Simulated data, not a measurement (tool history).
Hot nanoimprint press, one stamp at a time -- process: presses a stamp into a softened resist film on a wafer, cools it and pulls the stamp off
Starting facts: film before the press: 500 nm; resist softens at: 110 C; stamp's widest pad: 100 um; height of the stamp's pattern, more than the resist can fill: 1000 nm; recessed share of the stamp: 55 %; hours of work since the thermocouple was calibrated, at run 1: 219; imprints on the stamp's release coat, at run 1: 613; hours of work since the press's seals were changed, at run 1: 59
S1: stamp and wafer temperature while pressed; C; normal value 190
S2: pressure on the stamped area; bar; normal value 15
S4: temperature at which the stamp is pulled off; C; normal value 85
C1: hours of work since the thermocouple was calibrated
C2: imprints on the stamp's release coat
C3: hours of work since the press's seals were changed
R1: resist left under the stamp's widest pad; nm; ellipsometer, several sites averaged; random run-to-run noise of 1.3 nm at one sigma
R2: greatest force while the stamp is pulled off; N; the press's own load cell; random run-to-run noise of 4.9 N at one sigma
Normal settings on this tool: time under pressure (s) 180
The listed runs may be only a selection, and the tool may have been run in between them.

{"run": 1, "hour": 0.0, "S1": 190, "S2": 15, "time under pressure (s)": 180, "S4": 85, "C1": 219, "C2": 613, "C3": 59, "R1": 205.9, "R2": 285}
{"run": 2, "hour": 8.7, "S1": 190, "S2": 15, "time under pressure (s)": 180, "S4": 85, "C1": 224, "C2": 640, "C3": 64, "R1": 204.1, "R2": 298}
{"run": 3, "hour": 23.7, "S1": 190, "S2": 15, "time under pressure (s)": 180, "S4": 78, "C1": 233, "C2": 685, "C3": 73, "R1": 205.7, "R2": 333}
{"run": 4, "hour": 32.6, "S1": 190, "S2": 16, "time under pressure (s)": 180, "S4": 85, "C1": 238, "C2": 713, "C3": 78, "R1": 201.5, "R2": 299}
{"run": 5, "hour": 44.6, "S1": 190, "S2": 13.7, "time under pressure (s)": 180, "S4": 85, "C1": 245, "C2": 749, "C3": 85, "R1": 214, "R2": 300}
{"run": 6, "hour": 58.8, "S1": 190, "S2": 13.7, "time under pressure (s)": 180, "S4": 85, "C1": 253, "C2": 792, "C3": 93, "R1": 213.7, "R2": 313}
{"run": 7, "hour": 69.3, "S1": 190, "S2": 15, "time under pressure (s)": 180, "S4": 85, "C1": 260, "C2": 824, "C3": 99, "R1": 203.8, "R2": 312}
{"run": 8, "hour": 85.3, "S1": 190, "S2": 12.4, "time under pressure (s)": 180, "S4": 85, "C1": 269, "C2": 873, "C3": 109, "R1": 224, "R2": 329}
{"hour": 89.4, "done": "plate thermocouple calibrated"}
{"hour": 106.0, "done": "stamp cleaned and given a new release coat"}
{"run": 9, "hour": 107.7, "S1": 183, "S2": 12.4, "time under pressure (s)": 180, "S4": 85, "C1": 7, "C2": 5, "C3": 117, "R1": 290.3, "R2": 248}
{"run": 10, "hour": 122.2, "S1": 190, "S2": 15, "time under pressure (s)": 180, "S4": 85, "C1": 16, "C2": 49, "C3": 125, "R1": 207.1, "R2": 242}
{"run": 11, "hour": 134.6, "S1": 190, "S2": 15, "time under pressure (s)": 180, "S4": 85, "C1": 23, "C2": 87, "C3": 132, "R1": 208.3, "R2": 247}
{"run": 12, "hour": 147.9, "S1": 190, "S2": 15, "time under pressure (s)": 180, "S4": 85, "C1": 31, "C2": 128, "C3": 140, "R1": 208.6, "R2": 264}
{"run": 13, "hour": 159.1, "S1": 190, "S2": 15, "time under pressure (s)": 180, "S4": 85, "C1": 37, "C2": 162, "C3": 147, "R1": 207.2, "R2": 256}
{"run": 14, "hour": 169.4, "S1": 190, "S2": 15, "time under pressure (s)": 180, "S4": 85, "C1": 43, "C2": 193, "C3": 153, "R1": 210, "R2": 261}
{"hour": 184.2, "done": "plate thermocouple calibrated, once more"}
{"run": 15, "hour": 184.2, "S1": 197, "S2": 15, "time under pressure (s)": 180, "S4": 85, "C1": 0, "C2": 229, "C3": 159, "R1": 146.7, "R2": 256}
{"run": 16, "hour": 201.6, "S1": 197, "S2": 12.9, "time under pressure (s)": 98, "S4": 85, "C1": 10, "C2": 282, "C3": 170, "R1": 203.2, "R2": 262}
{"run": 17, "hour": 215.1, "S1": 198, "S2": 12.9, "time under pressure (s)": 232, "S4": 73, "C1": 18, "C2": 323, "C3": 177, "R1": 136.9, "R2": 315}
{"run": 18, "hour": 226.7, "S1": 181, "S2": 16.4, "time under pressure (s)": 180, "S4": 85, "C1": 25, "C2": 359, "C3": 184, "R1": 276.1, "R2": 261}
{"run": 19, "hour": 240.2, "S1": 190, "S2": 13, "time under pressure (s)": 113, "S4": 88, "C1": 33, "C2": 400, "C3": 192, "R1": 253.4, "R2": 266}
{"run": 20, "hour": 254.6, "S1": 190, "S2": 19.4, "time under pressure (s)": 180, "S4": 85, "C1": 41, "C2": 444, "C3": 200, "R1": 177.6, "R2": 269}
{"run": 21, "hour": 269.5, "S1": 190, "S2": 15, "time under pressure (s)": 172, "S4": 85, "C1": 50, "C2": 489, "C3": 209, "R1": 203.7, "R2": 287}
{"run": 22, "hour": 280.0, "S1": 190, "S2": 16.3, "time under pressure (s)": 180, "S4": 85, "C1": 56, "C2": 521, "C3": 215, "R1": 193.7, "R2": 283}
{"run": 23, "hour": 298.1, "S1": 190, "S2": 16.3, "time under pressure (s)": 180, "S4": 85, "C1": 66, "C2": 576, "C3": 226, "R1": 191.4, "R2": 284}
{"run": 24, "hour": 313.6, "S1": 196, "S2": 12.6, "time under pressure (s)": 180, "S4": 91, "C1": 75, "C2": 624, "C3": 235, "R1": 169.9, "R2": 252}
{"run": 25, "hour": 332.2, "S1": 181, "S2": 10.4, "time under pressure (s)": 149, "S4": 87, "C1": 86, "C2": 680, "C3": 246, "R1": 344.4, "R2": 283}
{"run": 26, "hour": 342.6, "S1": 181, "S2": 10.4, "time under pressure (s)": 98, "S4": 83, "C1": 92, "C2": 712, "C3": 252, "R1": 379.3, "R2": 314}
{"run": 27, "hour": 356.1, "S1": 190, "S2": 15, "time under pressure (s)": 180, "S4": 77, "C1": 100, "C2": 753, "C3": 260, "R1": 201.1, "R2": 336}
{"run": 28, "hour": 373.8, "S1": 190, "S2": 15, "time under pressure (s)": 180, "S4": 77, "C1": 111, "C2": 807, "C3": 270, "R1": 203.3, "R2": 343}
{"run": 29, "hour": 390.2, "S1": 198, "S2": 11.1, "time under pressure (s)": 101, "S4": 77, "C1": 120, "C2": 857, "C3": 279, "R1": 212.5, "R2": 350}

Here are 5 independent what-if runs from the current tool condition. What would each one return?
{"run": "A", "hour": 401.6, "S1": 190, "S2": 9.6, "time under pressure (s)": 286, "S4": 91, "C1": 127, "C2": 892, "C3": 286, "R1": "?", "R2": "?"}
{"run": "B", "hour": 401.6, "S1": 181, "S2": 15, "time under pressure (s)": 143, "S4": 92, "C1": 127, "C2": 892, "C3": 286, "R1": "?", "R2": "?"}
{"run": "C", "hour": 401.6, "S1": 195, "S2": 15, "time under pressure (s)": 109, "S4": 85, "C1": 127, "C2": 892, "C3": 286, "R1": "?", "R2": "?"}
{"run": "D", "hour": 401.6, "S1": 201, "S2": 15, "time under pressure (s)": 99, "S4": 85, "C1": 127, "C2": 892, "C3": 286, "R1": "?", "R2": "?"}
{"run": "E", "hour": 401.6, "S1": 182, "S2": 17, "time under pressure (s)": 101, "S4": 77, "C1": 127, "C2": 892, "C3": 286, "R1": "?", "R2": "?"}

run=A R1=203.9 R2=295
run=B R1=313.3 R2=280
run=C R1=202.3 R2=323
run=D R1=164.6 R2=323
run=E R1=321 R2=348
Stripped of hidden state, with their random variation kept, the same runs would have yielded:
run=A R1=198.4 R2=222
run=B R1=305.7 R2=210
run=C R1=196.4 R2=243
run=D R1=159.8 R2=244
run=E R1=313.3 R2=262

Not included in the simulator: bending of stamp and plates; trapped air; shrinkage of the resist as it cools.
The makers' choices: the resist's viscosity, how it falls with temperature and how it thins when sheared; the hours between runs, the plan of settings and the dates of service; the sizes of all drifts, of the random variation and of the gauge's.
